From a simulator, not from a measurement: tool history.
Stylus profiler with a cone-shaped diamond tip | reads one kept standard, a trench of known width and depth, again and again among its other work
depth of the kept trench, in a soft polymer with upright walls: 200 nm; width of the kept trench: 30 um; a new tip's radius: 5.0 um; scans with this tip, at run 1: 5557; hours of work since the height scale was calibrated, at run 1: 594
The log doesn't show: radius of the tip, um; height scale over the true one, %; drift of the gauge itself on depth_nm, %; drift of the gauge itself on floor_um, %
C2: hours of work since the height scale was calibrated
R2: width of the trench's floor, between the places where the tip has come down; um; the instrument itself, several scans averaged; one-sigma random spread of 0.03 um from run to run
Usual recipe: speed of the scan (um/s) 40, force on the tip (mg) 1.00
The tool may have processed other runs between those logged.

{"run": 1, "hour": 0.0, "speed of the scan (um/s)": 40, "force on the tip (mg)": 1.0, "scans with this tip": 5557, "C2": 594, "depth of the trench (nm)": 200.68, "R2": 26.38}
{"run": 2, "hour": 47.3, "speed of the scan (um/s)": 40, "force on the tip (mg)": 1.0, "scans with this tip": 5906, "C2": 631, "depth of the trench (nm)": 200.77, "R2": 26.33}
{"run": 3, "hour": 79.4, "speed of the scan (um/s)": 40, "force on the tip (mg)": 1.0, "scans with this tip": 6144, "C2": 656, "depth of the trench (nm)": 200.62, "R2": 26.34}
{"run": 4, "hour": 106.4, "speed of the scan (um/s)": 40, "force on the tip (mg)": 1.0, "scans with this tip": 6344, "C2": 678, "depth of the trench (nm)": 200.67, "R2": 26.32}
{"run": 5, "hour": 127.3, "speed of the scan (um/s)": 40, "force on the tip (mg)": 1.0, "scans with this tip": 6498, "C2": 694, "depth of the trench (nm)": 200.63, "R2": 26.28}
{"run": 6, "hour": 153.1, "speed of the scan (um/s)": 40, "force on the tip (mg)": 1.0, "scans with this tip": 6689, "C2": 715, "depth of the trench (nm)": 200.72, "R2": 26.29}
{"run": 7, "hour": 178.7, "speed of the scan (um/s)": 40, "force on the tip (mg)": 1.0, "scans with this tip": 6879, "C2": 735, "depth of the trench (nm)": 200.77, "R2": 26.23}
{"run": 8, "hour": 206.6, "speed of the scan (um/s)": 40, "force on the tip (mg)": 1.0, "scans with this tip": 7086, "C2": 757, "depth of the trench (nm)": 200.46, "R2": 26.22}
{"run": 9, "hour": 226.7, "speed of the scan (um/s)": 40, "force on the tip (mg)": 1.0, "scans with this tip": 7234, "C2": 773, "depth of the trench (nm)": 200.48, "R2": 26.16}
{"run": 10, "hour": 250.2, "speed of the scan (um/s)": 40, "force on the tip (mg)": 1.14, "scans with this tip": 7408, "C2": 791, "depth of the trench (nm)": 200.65, "R2": 26.26}
{"run": 11, "hour": 291.5, "speed of the scan (um/s)": 40, "force on the tip (mg)": 1.0, "scans with this tip": 7714, "C2": 824, "depth of the trench (nm)": 200.66, "R2": 26.16}
{"run": 12, "hour": 335.6, "speed of the scan (um/s)": 40, "force on the tip (mg)": 1.0, "scans with this tip": 8040, "C2": 859, "depth of the trench (nm)": 200.55, "R2": 26.16}
{"run": 13, "hour": 380.7, "speed of the scan (um/s)": 40, "force on the tip (mg)": 0.63, "scans with this tip": 8374, "C2": 894, "depth of the trench (nm)": 200.1, "R2": 26.05}
{"run": 14, "hour": 420.2, "speed of the scan (um/s)": 40, "force on the tip (mg)": 0.63, "scans with this tip": 8666, "C2": 926, "depth of the trench (nm)": 200.16, "R2": 26.02}
{"run": 15, "hour": 460.7, "speed of the scan (um/s)": 40, "force on the tip (mg)": 0.76, "scans with this tip": 8966, "C2": 958, "depth of the trench (nm)": 200.05, "R2": 25.98}
{"run": 16, "hour": 483.4, "speed of the scan (um/s)": 40, "force on the tip (mg)": 1.0, "scans with this tip": 9134, "C2": 976, "depth of the trench (nm)": 200.52, "R2": 26.01}
{"run": 17, "hour": 520.9, "speed of the scan (um/s)": 40, "force on the tip (mg)": 1.0, "scans with this tip": 9411, "C2": 1005, "depth of the trench (nm)": 200.46, "R2": 25.96}
{"run": 18, "hour": 558.1, "speed of the scan (um/s)": 98, "force on the tip (mg)": 1.0, "scans with this tip": 9687, "C2": 1035, "depth of the trench (nm)": 200.4, "R2": 25.64}
{"run": 19, "hour": 600.0, "speed of the scan (um/s)": 98, "force on the tip (mg)": 0.35, "scans with this tip": 9997, "C2": 1068, "depth of the trench (nm)": 199.63, "R2": 25.25}
{"run": 20, "hour": 632.7, "speed of the scan (um/s)": 40, "force on the tip (mg)": 1.0, "scans with this tip": 10239, "C2": 1094, "depth of the trench (nm)": 200.46, "R2": 25.95}
{"run": 21, "hour": 665.9, "speed of the scan (um/s)": 40, "force on the tip (mg)": 0.62, "scans with this tip": 10485, "C2": 1120, "depth of the trench (nm)": 200.04, "R2": 25.82}
{"hour": 669.6, "done": "height scale calibrated on a step standard"}
{"run": 22, "hour": 712.6, "speed of the scan (um/s)": 40, "force on the tip (mg)": 0.62, "scans with this tip": 10826, "C2": 34, "depth of the trench (nm)": 199.82, "R2": 25.79}
{"run": 23, "hour": 758.0, "speed of the scan (um/s)": 40, "force on the tip (mg)": 1.53, "scans with this tip": 11162, "C2": 70, "depth of the trench (nm)": 200.72, "R2": 25.87}
{"run": 24, "hour": 783.8, "speed of the scan (um/s)": 40, "force on the tip (mg)": 1.53, "scans with this tip": 11353, "C2": 90, "depth of the trench (nm)": 200.37, "R2": 25.81}
{"run": 25, "hour": 826.8, "speed of the scan (um/s)": 40, "force on the tip (mg)": 1.53, "scans with this tip": 11672, "C2": 124, "depth of the trench (nm)": 200.43, "R2": 25.78}
{"run": 26, "hour": 858.3, "speed of the scan (um/s)": 32, "force on the tip (mg)": 0.54, "scans with this tip": 11905, "C2": 149, "depth of the trench (nm)": 199.68, "R2": 25.68}
{"run": 27, "hour": 888.0, "speed of the scan (um/s)": 32, "force on the tip (mg)": 0.54, "scans with this tip": 12124, "C2": 173, "depth of the trench (nm)": 199.91, "R2": 25.68}
{"hour": 915.1, "done": "height scale calibrated on a step standard, once more"}
{"run": 28, "hour": 915.1, "speed of the scan (um/s)": 73, "force on the tip (mg)": 0.65, "scans with this tip": 12321, "C2": 0, "depth of the trench (nm)": 201.0, "R2": 25.42}
{"hour": 945.9, "done": "new tip fitted, height scale calibrated"}
{"run": 29, "hour": 945.9, "speed of the scan (um/s)": 83, "force on the tip (mg)": 1.18, "scans with this tip": 0, "C2": 0, "depth of the trench (nm)": 201.28, "R2": 26.81}
{"run": 30, "hour": 990.7, "speed of the scan (um/s)": 59, "force on the tip (mg)": 0.37, "scans with this tip": 332, "C2": 35, "depth of the trench (nm)": 200.63, "R2": 26.63}
{"run": 31, "hour": 1013.0, "speed of the scan (um/s)": 59, "force on the tip (mg)": 0.37, "scans with this tip": 497, "C2": 53, "depth of the trench (nm)": 200.7, "R2": 26.67}
{"run": 32, "hour": 1038.8, "speed of the scan (um/s)": 59, "force on the tip (mg)": 0.37, "scans with this tip": 688, "C2": 73, "depth of the trench (nm)": 200.67, "R2": 26.67}
{"run": 33, "hour": 1069.6, "speed of the scan (um/s)": 67, "force on the tip (mg)": 0.98, "scans with this tip": 916, "C2": 98, "depth of the trench (nm)": 201.21, "R2": 26.75}
{"run": 34, "hour": 1094.2, "speed of the scan (um/s)": 67, "force on the tip (mg)": 0.98, "scans with this tip": 1098, "C2": 117, "depth of the trench (nm)": 201.07, "R2": 26.72}
{"run": 35, "hour": 1141.0, "speed of the scan (um/s)": 43, "force on the tip (mg)": 2.43, "scans with this tip": 1444, "C2": 154, "depth of the trench (nm)": 202.11, "R2": 26.9}
{"run": 36, "hour": 1188.6, "speed of the scan (um/s)": 43, "force on the tip (mg)": 2.43, "scans with this tip": 1796, "C2": 192, "depth of the trench (nm)": 202.16, "R2": 26.86}
{"run": 37, "hour": 1214.1, "speed of the scan (um/s)": 78, "force on the tip (mg)": 0.74, "scans with this tip": 1985, "C2": 212, "depth of the trench (nm)": 200.99, "R2": 26.52}
{"run": 38, "hour": 1233.4, "speed of the scan (um/s)": 88, "force on the tip (mg)": 0.35, "scans with this tip": 2128, "C2": 227, "depth of the trench (nm)": 200.52, "R2": 26.19}
{"run": 39, "hour": 1266.7, "speed of the scan (um/s)": 130, "force on the tip (mg)": 0.95, "scans with this tip": 2375, "C2": 254, "depth of the trench (nm)": 200.96, "R2": 26.28}
{"run": 40, "hour": 1309.2, "speed of the scan (um/s)": 130, "force on the tip (mg)": 0.95, "scans with this tip": 2689, "C2": 287, "depth of the trench (nm)": 201.02, "R2": 26.21}
{"run": 41, "hour": 1356.0, "speed of the scan (um/s)": 96, "force on the tip (mg)": 1.0, "scans with this tip": 3036, "C2": 324, "depth of the trench (nm)": 201.17, "R2": 26.39}
{"run": 42, "hour": 1378.5, "speed of the scan (um/s)": 42, "force on the tip (mg)": 0.9, "scans with this tip": 3202, "C2": 342, "depth of the trench (nm)": 201.1, "R2": 26.57}
{"run": 43, "hour": 1402.9, "speed of the scan (um/s)": 42, "force on the tip (mg)": 0.9, "scans with this tip": 3383, "C2": 361, "depth of the trench (nm)": 200.85, "R2": 26.6}
{"run": 44, "hour": 1449.4, "speed of the scan (um/s)": 19, "force on the tip (mg)": 0.65, "scans with this tip": 3727, "C2": 398, "depth of the trench (nm)": 200.58, "R2": 26.64}
{"run": 45, "hour": 1479.2, "speed of the scan (um/s)": 40, "force on the tip (mg)": 0.81, "scans with this tip": 3947, "C2": 422, "depth of the trench (nm)": 200.59, "R2": 26.51}
{"run": 46, "hour": 1506.4, "speed of the scan (um/s)": 21, "force on the tip (mg)": 0.39, "scans with this tip": 4148, "C2": 443, "depth of the trench (nm)": 200.44, "R2": 26.58}
{"run": 47, "hour": 1547.0, "speed of the scan (um/s)": 30, "force on the tip (mg)": 1.22, "scans with this tip": 4449, "C2": 475, "depth of the trench (nm)": 201.0, "R2": 26.53}

3 options for the next run, each taken on its own from the tool as it stands now. Forecast them:
{"run": "A", "hour": 1589.0, "speed of the scan (um/s)": 60, "force on the tip (mg)": 0.81, "scans with this tip": 4760, "C2": 508, "depth of the trench (nm)": "?", "R2": "?"}
{"run": "B", "hour": 1589.0, "speed of the scan (um/s)": 66, "force on the tip (mg)": 0.96, "scans with this tip": 4760, "C2": 508, "depth of the trench (nm)": "?", "R2": "?"}
{"run": "C", "hour": 1589.0, "speed of the scan (um/s)": 113, "force on the tip (mg)": 1.51, "scans with this tip": 4760, "C2": 508, "depth of the trench (nm)": "?", "R2": "?"}

run=A depth_of_the_trench_(nm)=200.76 R2=26.32
run=B depth_of_the_trench_(nm)=200.82 R2=26.33
run=C depth_of_the_trench_(nm)=201.32 R2=26.19
Stripped of hidden state, with their random variation kept, the same runs would have yielded:
run=A depth_of_the_trench_(nm)=201.05 R2=26.86
run=B depth_of_the_trench_(nm)=201.11 R2=26.87
run=C depth_of_the_trench_(nm)=201.61 R2=26.74
